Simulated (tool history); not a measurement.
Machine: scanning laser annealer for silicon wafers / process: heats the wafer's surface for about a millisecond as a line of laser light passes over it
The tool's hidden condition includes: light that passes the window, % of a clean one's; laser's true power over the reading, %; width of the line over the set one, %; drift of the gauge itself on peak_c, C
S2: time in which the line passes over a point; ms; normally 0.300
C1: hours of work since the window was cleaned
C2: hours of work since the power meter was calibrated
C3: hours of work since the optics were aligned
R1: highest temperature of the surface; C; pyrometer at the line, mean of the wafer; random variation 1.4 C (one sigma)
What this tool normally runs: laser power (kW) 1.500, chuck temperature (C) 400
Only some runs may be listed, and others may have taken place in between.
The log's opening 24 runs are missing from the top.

Run 25, day 65.475: usual settings but laser power (kW) 1.583, S2 0.251 ms, chuck temperature (C) 420; C1 289; C2 1523; C3 1119. Result: R1 1123 C.
Run 26, day 68.879: usual settings but laser power (kW) 1.630, S2 0.330 ms, chuck temperature (C) 396; C1 329; C2 1562; C3 1158. Result: R1 1245 C.
Run 27, day 70.342: usual settings but laser power (kW) 1.389, S2 0.262 ms, chuck temperature (C) 367; C1 345; C2 1579; C3 1175. Result: R1 996 C.
At day 71.800: window over the wafer cleaned.
Run 28, day 74.038: usual settings but laser power (kW) 1.484, S2 0.262 ms, chuck temperature (C) 367; C1 26; C2 1620; C3 1216. Result: R1 1054 C.
Run 29, day 75.575: usual settings but laser power (kW) 1.484, S2 0.262 ms, chuck temperature (C) 367; C1 43; C2 1638; C3 1234. Result: R1 1054 C.
Run 30, day 77.858: usual settings but laser power (kW) 1.581, S2 0.262 ms, chuck temperature (C) 436; C1 70; C2 1664; C3 1260. Result: R1 1167 C.
Run 31, day 81.108: usual settings but laser power (kW) 1.327, chuck temperature (C) 401; C1 107; C2 1701; C3 1297. Result: R1 1065 C.
Run 32, day 82.688: usual settings but laser power (kW) 1.327, chuck temperature (C) 401; C1 125; C2 1719; C3 1316. Result: R1 1065 C.
Run 33, day 84.504: usual settings but laser power (kW) 1.623, S2 0.318 ms, chuck temperature (C) 382; C1 146; C2 1740; C3 1336. Result: R1 1218 C.
Run 34, day 86.896: usual settings but laser power (kW) 1.623, S2 0.318 ms, chuck temperature (C) 382; C1 173; C2 1768; C3 1364. Result: R1 1220 C.

Here are 5 independent what-if runs from the current tool condition. What would each one return?
Run A, day 89.350: usual settings but laser power (kW) 1.626, S2 0.339 ms, chuck temperature (C) 367; C1 201; C2 1796; C3 1392. Result: R1 ?.
Run B, day 89.350: usual settings but laser power (kW) 1.349, S2 0.268 ms, chuck temperature (C) 418; C1 201; C2 1796; C3 1392. Result: R1 ?.
Run C, day 89.350: usual settings but chuck temperature (C) 376; C1 201; C2 1796; C3 1392. Result: R1 ?.
Run D, day 89.350: usual settings but laser power (kW) 1.304, S2 0.339 ms, chuck temperature (C) 418; C1 201; C2 1796; C3 1392. Result: R1 ?.
Run E, day 89.350: usual settings but laser power (kW) 1.557, S2 0.252 ms, chuck temperature (C) 382; C1 201; C2 1796; C3 1392. Result: R1 ?.

run    R1
  A  1235
  B  1044
  C  1121
  D  1119
  E  1079
Stripped of hidden state, with their random variation kept, the same runs would have yielded:
run    R1
  A  1244
  B  1051
  C  1129
  D  1126
  E  1086
